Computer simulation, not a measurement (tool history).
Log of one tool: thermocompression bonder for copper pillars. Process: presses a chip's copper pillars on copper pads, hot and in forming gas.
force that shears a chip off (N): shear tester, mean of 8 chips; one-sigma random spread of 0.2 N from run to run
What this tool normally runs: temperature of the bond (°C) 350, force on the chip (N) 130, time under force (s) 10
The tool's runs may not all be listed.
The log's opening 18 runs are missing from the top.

run,hour,temperature of the bond (°C),force on the chip (N),time under force (s),hours of work since the heater was calibrated,hours of work since the force cell was calibrated,hours of work since the gas filter was changed,force that shears a chip off (N)
19,143.3,350,130,10,34,297,125,27.8
20,148.9,354,130,10,37,300,129,28.8
21,159.5,350,130,10,44,307,135,27.4
22,166.9,327,130,10,48,311,140,20.6
23,173.6,327,130,10,52,315,144,20.3
24,181.1,376,87,7,57,320,149,21.7
25,188.2,376,87,7,62,325,153,21.8
26,196,376,87,7,66,329,158,21.5
27,202.7,362,182,18,71,334,162,48.8
28,211,362,182,18,76,339,167,48.7
29,218.3,372,182,18,80,343,172,51.8
30,226.1,376,87,28,85,348,176,36.2
31,235.2,376,120,28,91,354,182,45.8
# hour 242.6: forming gas filter changed
32,245.3,350,107,9,97,360,2,23.8
33,251.7,350,107,9,101,364,6,23.6
34,260.4,350,130,21,106,369,11,39.1
35,269.1,350,130,21,111,374,16,38.9
36,279.7,357,78,24,118,381,23,28
37,288.6,364,90,6,123,386,29,19.9
38,299.3,364,171,5,130,393,35,33.8
39,309.5,325,113,10,136,399,42,18.3

5 options for the next run, each taken on its own from the tool as it stands now. Forecast them:
A,314.4,367,143,6,139,403,45,?
B,314.4,370,162,9,139,403,45,?
C,314.4,374,130,10,139,403,45,?
D,314.4,350,130,6,139,403,45,?
E,314.4,368,189,10,139,403,45,?

run,force that shears a chip off (N)
A,31.4
B,41.7
C,37.6
D,23.9
E,47.9
With no hidden state in the tool, these same runs would have given:
run,force that shears a chip off (N)
A,32.3
B,43
C,38.8
D,24.6
E,49.3
